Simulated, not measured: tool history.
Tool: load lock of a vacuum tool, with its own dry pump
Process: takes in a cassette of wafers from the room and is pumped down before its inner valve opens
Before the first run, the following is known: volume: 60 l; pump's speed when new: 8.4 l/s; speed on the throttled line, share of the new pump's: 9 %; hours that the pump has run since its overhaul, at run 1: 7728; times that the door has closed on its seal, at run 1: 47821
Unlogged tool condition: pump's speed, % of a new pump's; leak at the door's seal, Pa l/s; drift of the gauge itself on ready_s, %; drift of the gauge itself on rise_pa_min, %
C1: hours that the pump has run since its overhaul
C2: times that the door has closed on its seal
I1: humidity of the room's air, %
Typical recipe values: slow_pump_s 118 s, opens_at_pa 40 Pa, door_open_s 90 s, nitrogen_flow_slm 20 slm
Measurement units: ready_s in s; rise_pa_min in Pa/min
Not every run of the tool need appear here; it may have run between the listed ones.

run 1 hour=0.0 | slow_pump_s=118 opens_at_pa=40 door_open_s=90 nitrogen_flow_slm=20 | C1=7728 C2=47821 | I1=45.6 | ready_s=166.8 rise_pa_min=0.310
run 2 hour=199.7 | slow_pump_s=118 opens_at_pa=40 door_open_s=90 nitrogen_flow_slm=20 | C1=7928 C2=48652 | I1=46.3 | ready_s=168.1 rise_pa_min=0.312
run 3 hour=504.5 | slow_pump_s=118 opens_at_pa=40 door_open_s=90 nitrogen_flow_slm=20 | C1=8233 C2=49921 | I1=45.3 | ready_s=169.2 rise_pa_min=0.325
run 4 hour=798.7 | slow_pump_s=118 opens_at_pa=40 door_open_s=199 nitrogen_flow_slm=20 | C1=8527 C2=51145 | I1=43.7 | ready_s=168.8 rise_pa_min=0.354
run 5 hour=1100.3 | slow_pump_s=118 opens_at_pa=40 door_open_s=199 nitrogen_flow_slm=20 | C1=8829 C2=52400 | I1=42.8 | ready_s=168.8 rise_pa_min=0.362
run 6 hour=1334.1 | slow_pump_s=118 opens_at_pa=40 door_open_s=199 nitrogen_flow_slm=20 | C1=9063 C2=53374 | I1=46.6 | ready_s=167.9 rise_pa_min=0.378
run 7 hour=1477.4 | slow_pump_s=118 opens_at_pa=40 door_open_s=90 nitrogen_flow_slm=20 | C1=9206 C2=53970 | I1=44.7 | ready_s=169.1 rise_pa_min=0.361
run 8 hour=1773.3 | slow_pump_s=138 opens_at_pa=40 door_open_s=90 nitrogen_flow_slm=20 | C1=9502 C2=55202 | I1=44.7 | ready_s=189.9 rise_pa_min=0.365
run 9 hour=1949.8 | slow_pump_s=118 opens_at_pa=40 door_open_s=90 nitrogen_flow_slm=20 | C1=9678 C2=55936 | I1=44.1 | ready_s=168.5 rise_pa_min=0.386
run 10 hour=2125.8 | slow_pump_s=69 opens_at_pa=40 door_open_s=90 nitrogen_flow_slm=20 | C1=9854 C2=56669 | I1=45.0 | ready_s=126.2 rise_pa_min=0.395
run 11 hour=2374.6 | slow_pump_s=69 opens_at_pa=40 door_open_s=90 nitrogen_flow_slm=20 | C1=10103 C2=57705 | I1=43.8 | ready_s=127.8 rise_pa_min=0.403
run 12 hour=2623.1 | slow_pump_s=69 opens_at_pa=40 door_open_s=90 nitrogen_flow_slm=20 | C1=10351 C2=58739 | I1=46.5 | ready_s=126.2 rise_pa_min=0.417
run 13 hour=2902.1 | slow_pump_s=69 opens_at_pa=40 door_open_s=90 nitrogen_flow_slm=20 | C1=10630 C2=59900 | I1=44.9 | ready_s=126.9 rise_pa_min=0.440
run 14 hour=3061.1 | slow_pump_s=69 opens_at_pa=40 door_open_s=90 nitrogen_flow_slm=20 | C1=10790 C2=60562 | I1=42.6 | ready_s=125.1 rise_pa_min=0.436
run 15 hour=3251.1 | slow_pump_s=69 opens_at_pa=40 door_open_s=90 nitrogen_flow_slm=20 | C1=10980 C2=61353 | I1=46.9 | ready_s=125.6 rise_pa_min=0.454
run 16 hour=3450.5 | slow_pump_s=118 opens_at_pa=40 door_open_s=90 nitrogen_flow_slm=20 | C1=11179 C2=62183 | I1=46.3 | ready_s=170.7 rise_pa_min=0.465
run 17 hour=3630.0 | slow_pump_s=118 opens_at_pa=40 door_open_s=90 nitrogen_flow_slm=20 | C1=11358 C2=62930 | I1=45.3 | ready_s=170.9 rise_pa_min=0.471
run 18 hour=3872.0 | slow_pump_s=99 opens_at_pa=40 door_open_s=90 nitrogen_flow_slm=20 | C1=11600 C2=63937 | I1=48.6 | ready_s=155.1 rise_pa_min=0.483
run 19 hour=4056.1 | slow_pump_s=99 opens_at_pa=40 door_open_s=90 nitrogen_flow_slm=20 | C1=11785 C2=64704 | I1=48.6 | ready_s=154.5 rise_pa_min=0.486
run 20 hour=4346.5 | slow_pump_s=99 opens_at_pa=62 door_open_s=90 nitrogen_flow_slm=20 | C1=12075 C2=65912 | I1=45.5 | ready_s=150.8 rise_pa_min=0.507
run 21 hour=4509.5 | slow_pump_s=118 opens_at_pa=40 door_open_s=182 nitrogen_flow_slm=37 | C1=12238 C2=66591 | I1=47.1 | ready_s=171.0 rise_pa_min=0.517
run 22 hour=4796.1 | slow_pump_s=118 opens_at_pa=40 door_open_s=182 nitrogen_flow_slm=37 | C1=12524 C2=67784 | I1=44.5 | ready_s=172.9 rise_pa_min=0.519
run 23 hour=5031.6 | slow_pump_s=118 opens_at_pa=40 door_open_s=26 nitrogen_flow_slm=37 | C1=12760 C2=68764 | I1=42.9 | ready_s=171.6 rise_pa_min=0.524
run 24 hour=5269.1 | slow_pump_s=214 opens_at_pa=38 door_open_s=69 nitrogen_flow_slm=20 | C1=12998 C2=69753 | I1=41.8 | ready_s=261.0 rise_pa_min=0.539
run 25 hour=5571.8 | slow_pump_s=214 opens_at_pa=38 door_open_s=69 nitrogen_flow_slm=20 | C1=13300 C2=71013 | I1=46.9 | ready_s=257.7 rise_pa_min=0.568
run 26 hour=5781.0 | slow_pump_s=214 opens_at_pa=38 door_open_s=69 nitrogen_flow_slm=20 | C1=13509 C2=71883 | I1=48.9 | ready_s=259.4 rise_pa_min=0.573
-- hour=5871.7 door's seal changed, seat wiped
run 27 hour=6085.4 | slow_pump_s=127 opens_at_pa=40 door_open_s=90 nitrogen_flow_slm=38 | C1=13812 C2=890 | I1=41.8 | ready_s=180.3 rise_pa_min=0.028
run 28 hour=6319.5 | slow_pump_s=127 opens_at_pa=63 door_open_s=62 nitrogen_flow_slm=4 | C1=14046 C2=1864 | I1=43.3 | ready_s=178.5 rise_pa_min=0.059
run 29 hour=6561.2 | slow_pump_s=118 opens_at_pa=60 door_open_s=109 nitrogen_flow_slm=20 | C1=14288 C2=2871 | I1=44.4 | ready_s=168.3 rise_pa_min=0.047
run 30 hour=6862.5 | slow_pump_s=64 opens_at_pa=33 door_open_s=78 nitrogen_flow_slm=20 | C1=14589 C2=4124 | I1=48.9 | ready_s=126.5 rise_pa_min=0.052
run 31 hour=7196.8 | slow_pump_s=64 opens_at_pa=33 door_open_s=78 nitrogen_flow_slm=20 | C1=14924 C2=5516 | I1=44.8 | ready_s=128.1 rise_pa_min=0.050
run 32 hour=7353.6 | slow_pump_s=232 opens_at_pa=33 door_open_s=78 nitrogen_flow_slm=18 | C1=15080 C2=6169 | I1=45.5 | ready_s=276.3 rise_pa_min=0.055
run 33 hour=7669.4 | slow_pump_s=96 opens_at_pa=52 door_open_s=78 nitrogen_flow_slm=18 | C1=15396 C2=7483 | I1=41.9 | ready_s=153.4 rise_pa_min=0.058
run 34 hour=7848.7 | slow_pump_s=86 opens_at_pa=38 door_open_s=78 nitrogen_flow_slm=18 | C1=15576 C2=8230 | I1=44.3 | ready_s=145.4 rise_pa_min=0.061
run 35 hour=8114.1 | slow_pump_s=118 opens_at_pa=67 door_open_s=33 nitrogen_flow_slm=40 | C1=15841 C2=9334 | I1=44.0 | ready_s=170.4 rise_pa_min=0.041
run 36 hour=8354.2 | slow_pump_s=118 opens_at_pa=67 door_open_s=33 nitrogen_flow_slm=40 | C1=16081 C2=10334 | I1=41.5 | ready_s=168.1 rise_pa_min=0.046
run 37 hour=8661.9 | slow_pump_s=118 opens_at_pa=67 door_open_s=33 nitrogen_flow_slm=40 | C1=16389 C2=11614 | I1=44.8 | ready_s=170.4 rise_pa_min=0.057

Per-run results on a tool with no hidden state, each run keeping its own random variation:
run=1 ready_s=161.5 rise_pa_min=0.046
run=2 ready_s=162.7 rise_pa_min=0.039
run=3 ready_s=163.6 rise_pa_min=0.042
run=4 ready_s=163.0 rise_pa_min=0.053
run=5 ready_s=162.9 rise_pa_min=0.057
run=6 ready_s=161.8 rise_pa_min=0.062
run=7 ready_s=162.9 rise_pa_min=0.040
run=8 ready_s=183.8 rise_pa_min=0.032
run=9 ready_s=162.1 rise_pa_min=0.043
run=10 ready_s=119.1 rise_pa_min=0.040
run=11 ready_s=120.4 rise_pa_min=0.037
run=12 ready_s=118.7 rise_pa_min=0.040
run=13 ready_s=119.2 rise_pa_min=0.045
run=14 ready_s=117.4 rise_pa_min=0.039
run=15 ready_s=117.7 rise_pa_min=0.043
run=16 ready_s=163.3 rise_pa_min=0.042
run=17 ready_s=163.4 rise_pa_min=0.040
run=18 ready_s=147.1 rise_pa_min=0.042
run=19 ready_s=146.4 rise_pa_min=0.038
run=20 ready_s=143.0 rise_pa_min=0.037
run=21 ready_s=162.9 rise_pa_min=0.043
run=22 ready_s=164.6 rise_pa_min=0.033
run=23 ready_s=163.2 rise_pa_min=0.015
run=24 ready_s=253.9 rise_pa_min=0.035
run=25 ready_s=250.5 rise_pa_min=0.033
run=26 ready_s=252.0 rise_pa_min=0.036
run=27 ready_s=171.4 rise_pa_min=0.026
run=28 ready_s=169.8 rise_pa_min=0.055
run=29 ready_s=159.3 rise_pa_min=0.040
run=30 ready_s=115.5 rise_pa_min=0.042
run=31 ready_s=116.7 rise_pa_min=0.035
run=32 ready_s=268.1 rise_pa_min=0.038
run=33 ready_s=142.9 rise_pa_min=0.037
run=34 ready_s=134.3 rise_pa_min=0.038
run=35 ready_s=160.6 rise_pa_min=0.014
run=36 ready_s=158.2 rise_pa_min=0.014
run=37 ready_s=160.2 rise_pa_min=0.021
